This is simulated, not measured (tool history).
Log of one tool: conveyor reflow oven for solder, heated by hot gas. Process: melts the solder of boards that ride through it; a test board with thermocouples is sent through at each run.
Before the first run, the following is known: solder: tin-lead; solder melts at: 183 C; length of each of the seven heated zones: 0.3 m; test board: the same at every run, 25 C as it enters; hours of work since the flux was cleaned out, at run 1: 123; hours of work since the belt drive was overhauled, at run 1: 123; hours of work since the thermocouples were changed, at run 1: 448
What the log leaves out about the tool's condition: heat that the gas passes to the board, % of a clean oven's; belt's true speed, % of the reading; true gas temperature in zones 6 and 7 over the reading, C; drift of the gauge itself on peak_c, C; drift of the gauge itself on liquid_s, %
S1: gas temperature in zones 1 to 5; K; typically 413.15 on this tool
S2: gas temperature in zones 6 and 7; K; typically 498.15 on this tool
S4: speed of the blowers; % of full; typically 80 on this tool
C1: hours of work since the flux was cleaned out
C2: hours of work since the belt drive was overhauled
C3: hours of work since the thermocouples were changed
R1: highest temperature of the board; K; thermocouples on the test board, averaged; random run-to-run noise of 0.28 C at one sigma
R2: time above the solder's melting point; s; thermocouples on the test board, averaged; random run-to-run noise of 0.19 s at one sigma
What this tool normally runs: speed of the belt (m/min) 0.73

run 1 hour=0 | S1=413.15 S2=498.15 speed_of_the_belt_(m/min)=0.73 S4=80 | C1=123 C2=123 C3=448 | R1=480.25 R2=31.5
run 2 hour=26.4 | S1=413.15 S2=498.15 speed_of_the_belt_(m/min)=0.73 S4=80 | C1=142 C2=142 C3=467 | R1=480.25 R2=31.4
run 3 hour=56.5 | S1=413.15 S2=498.15 speed_of_the_belt_(m/min)=0.73 S4=80 | C1=164 C2=164 C3=489 | R1=480.45 R2=31
run 4 hour=91 | S1=413.15 S2=498.15 speed_of_the_belt_(m/min)=0.73 S4=55 | C1=189 C2=189 C3=514 | R1=473.25 R2=24.8
run 5 hour=121.6 | S1=413.15 S2=498.15 speed_of_the_belt_(m/min)=0.623 S4=80 | C1=211 C2=211 C3=536 | R1=484.15 R2=40.3
run 6 hour=151.5 | S1=413.15 S2=498.15 speed_of_the_belt_(m/min)=0.582 S4=80 | C1=233 C2=233 C3=557 | R1=485.65 R2=45
run 7 hour=173.7 | S1=413.15 S2=498.15 speed_of_the_belt_(m/min)=0.582 S4=80 | C1=249 C2=249 C3=573 | R1=485.35 R2=44.9
run 8 hour=196 | S1=413.15 S2=498.15 speed_of_the_belt_(m/min)=0.582 S4=80 | C1=265 C2=265 C3=590 | R1=485.25 R2=44.6
-- hour=207.1 flux residue cleaned out of gas plates and filters
run 9 hour=228.5 | S1=413.15 S2=498.15 speed_of_the_belt_(m/min)=0.73 S4=80 | C1=15 C2=285 C3=609 | R1=481.15 R2=32.1
run 10 hour=260.3 | S1=413.15 S2=498.15 speed_of_the_belt_(m/min)=0.73 S4=80 | C1=39 C2=308 C3=633 | R1=480.75 R2=32.1
run 11 hour=277.1 | S1=419.15 S2=498.15 speed_of_the_belt_(m/min)=0.784 S4=51 | C1=51 C2=320 C3=645 | R1=472.25 R2=22.5
run 12 hour=307.7 | S1=427.15 S2=498.15 speed_of_the_belt_(m/min)=0.73 S4=59 | C1=73 C2=342 C3=667 | R1=478.85 R2=33.3
run 13 hour=327.4 | S1=427.15 S2=498.15 speed_of_the_belt_(m/min)=0.73 S4=59 | C1=87 C2=357 C3=681 | R1=478.95 R2=33.5
run 14 hour=362 | S1=427.15 S2=498.15 speed_of_the_belt_(m/min)=0.73 S4=59 | C1=112 C2=382 C3=706 | R1=478.55 R2=33.1
run 15 hour=390.6 | S1=413.15 S2=500.15 speed_of_the_belt_(m/min)=0.73 S4=56 | C1=133 C2=402 C3=727 | R1=475.85 R2=26.6
run 16 hour=413.6 | S1=413.15 S2=498.15 speed_of_the_belt_(m/min)=0.708 S4=80 | C1=150 C2=419 C3=744 | R1=480.85 R2=33.3
run 17 hour=435.5 | S1=422.15 S2=498.15 speed_of_the_belt_(m/min)=0.752 S4=75 | C1=165 C2=435 C3=759 | R1=480.25 R2=32.6
run 18 hour=456.4 | S1=422.15 S2=498.15 speed_of_the_belt_(m/min)=0.752 S4=70 | C1=180 C2=450 C3=774 | R1=478.15 R2=31.3
run 19 hour=487.5 | S1=401.15 S2=498.15 speed_of_the_belt_(m/min)=0.752 S4=61 | C1=203 C2=472 C3=797 | R1=470.65 R2=19.4
run 20 hour=523.9 | S1=401.15 S2=498.15 speed_of_the_belt_(m/min)=0.752 S4=61 | C1=229 C2=499 C3=823 | R1=470.65 R2=19

Forecast each of these 4 alternatives for the next run:
run A hour=561 | S1=413.15 S2=499.15 speed_of_the_belt_(m/min)=0.73 S4=80 | C1=256 C2=526 C3=850 | R1=? R2=?
run B hour=561 | S1=417.15 S2=495.15 speed_of_the_belt_(m/min)=0.752 S4=89 | C1=256 C2=526 C3=850 | R1=? R2=?
run C hour=561 | S1=401.15 S2=503.15 speed_of_the_belt_(m/min)=0.733 S4=52 | C1=256 C2=526 C3=850 | R1=? R2=?
run D hour=561 | S1=401.15 S2=499.15 speed_of_the_belt_(m/min)=0.671 S4=87 | C1=256 C2=526 C3=850 | R1=? R2=?

run=A R1=479.75 R2=31
run=B R1=477.95 R2=30.5
run=C R1=472.25 R2=20.9
run=D R1=481.35 R2=33
The same runs, with their run-to-run variation unchanged, on a tool lacking any hidden condition would have given:
run=A R1=482.95 R2=33.1
run=B R1=481.25 R2=32.7
run=C R1=475.25 R2=23.5
run=D R1=484.85 R2=35.2

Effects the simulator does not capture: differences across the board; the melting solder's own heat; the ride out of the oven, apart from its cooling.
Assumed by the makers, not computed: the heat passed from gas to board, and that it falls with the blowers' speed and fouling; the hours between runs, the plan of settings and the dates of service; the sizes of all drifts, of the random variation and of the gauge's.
